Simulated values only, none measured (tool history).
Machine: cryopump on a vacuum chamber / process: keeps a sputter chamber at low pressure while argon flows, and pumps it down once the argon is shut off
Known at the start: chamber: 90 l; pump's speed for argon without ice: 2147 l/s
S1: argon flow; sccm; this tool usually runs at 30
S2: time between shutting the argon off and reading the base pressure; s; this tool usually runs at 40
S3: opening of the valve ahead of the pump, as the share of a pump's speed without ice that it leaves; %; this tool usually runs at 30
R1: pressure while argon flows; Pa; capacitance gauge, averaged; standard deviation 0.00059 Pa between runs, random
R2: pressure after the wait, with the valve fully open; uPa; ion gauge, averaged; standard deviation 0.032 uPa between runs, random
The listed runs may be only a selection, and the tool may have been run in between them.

run 1 hour=0.0 | S1=30 S2=40 S3=30 | R1=0.0814 R2=2.95
run 2 hour=19.2 | S1=30 S2=40 S3=30 | R1=0.0815 R2=3.03
run 3 hour=38.0 | S1=30 S2=40 S3=30 | R1=0.0803 R2=2.91
run 4 hour=48.0 | S1=30 S2=40 S3=30 | R1=0.0810 R2=2.99
run 5 hour=65.2 | S1=30 S2=40 S3=30 | R1=0.0817 R2=3.09
run 6 hour=90.5 | S1=30 S2=40 S3=30 | R1=0.0812 R2=1.68
run 7 hour=102.9 | S1=30 S2=40 S3=53 | R1=0.0473 R2=1.75
run 8 hour=115.9 | S1=30 S2=40 S3=53 | R1=0.0479 R2=1.76
run 9 hour=133.8 | S1=30 S2=40 S3=53 | R1=0.0466 R2=1.72
run 10 hour=151.2 | S1=30 S2=40 S3=53 | R1=0.0477 R2=1.78
run 11 hour=165.2 | S1=30 S2=40 S3=53 | R1=0.0475 R2=1.82
run 12 hour=181.0 | S1=30 S2=40 S3=53 | R1=0.0473 R2=1.80
run 13 hour=199.6 | S1=30 S2=40 S3=53 | R1=0.0477 R2=1.78
run 14 hour=214.8 | S1=30 S2=40 S3=53 | R1=0.0490 R2=1.86
run 15 hour=236.0 | S1=30 S2=40 S3=30 | R1=0.0817 R2=1.86
run 16 hour=249.9 | S1=30 S2=40 S3=55 | R1=0.0471 R2=1.83
run 17 hour=265.4 | S1=30 S2=191 S3=30 | R1=0.0836 R2=0.65
run 18 hour=278.9 | S1=30 S2=51 S3=55 | R1=0.0478 R2=1.59
run 19 hour=298.5 | S1=30 S2=51 S3=55 | R1=0.0475 R2=1.55
run 20 hour=319.5 | S1=30 S2=51 S3=55 | R1=0.0477 R2=1.62
run 21 hour=336.8 | S1=30 S2=51 S3=55 | R1=0.0480 R2=1.62
run 22 hour=356.5 | S1=38 S2=40 S3=35 | R1=0.0946 R2=1.98
run 23 hour=366.2 | S1=38 S2=40 S3=35 | R1=0.0933 R2=1.95
run 24 hour=382.2 | S1=53 S2=106 S3=24 | R1=0.1848 R2=1.00
run 25 hour=403.4 | S1=30 S2=40 S3=38 | R1=0.0693 R2=1.93
run 26 hour=420.1 | S1=30 S2=212 S3=47 | R1=0.0563 R2=0.76
run 27 hour=442.4 | S1=30 S2=34 S3=16 | R1=0.1550 R2=2.38
run 28 hour=454.5 | S1=30 S2=34 S3=16 | R1=0.1539 R2=2.35
run 29 hour=477.3 | S1=15 S2=34 S3=16 | R1=0.0775 R2=2.41
run 30 hour=500.8 | S1=30 S2=75 S3=37 | R1=0.0717 R2=1.38
run 31 hour=512.7 | S1=55 S2=23 S3=30 | R1=0.1582 R2=3.19
run 32 hour=532.6 | S1=56 S2=300 S3=25 | R1=0.1918 R2=0.82
run 33 hour=552.5 | S1=49 S2=85 S3=27 | R1=0.1576 R2=1.38
run 34 hour=567.8 | S1=44 S2=40 S3=22 | R1=0.1702 R2=2.19

Not shown: 1 entry that the log had between the listed runs. Between which runs, and how does the tool's hidden state differ before and after?
In the gap between runs 5 and 6: leaking fittings of the chamber tightened, without venting (hour 84.2)
  pump's speed, % of a pump's without ice: 91.1 -> 90.3; cold plate's temperature, K: 12.17 -> 12.18; leak into the chamber, uPa l/s: 2949 -> 330
  measured result minus the result with no hidden state, R1: +0.0024 -> +0.0026 Pa; R2: +1.40 -> +0.03 uPa
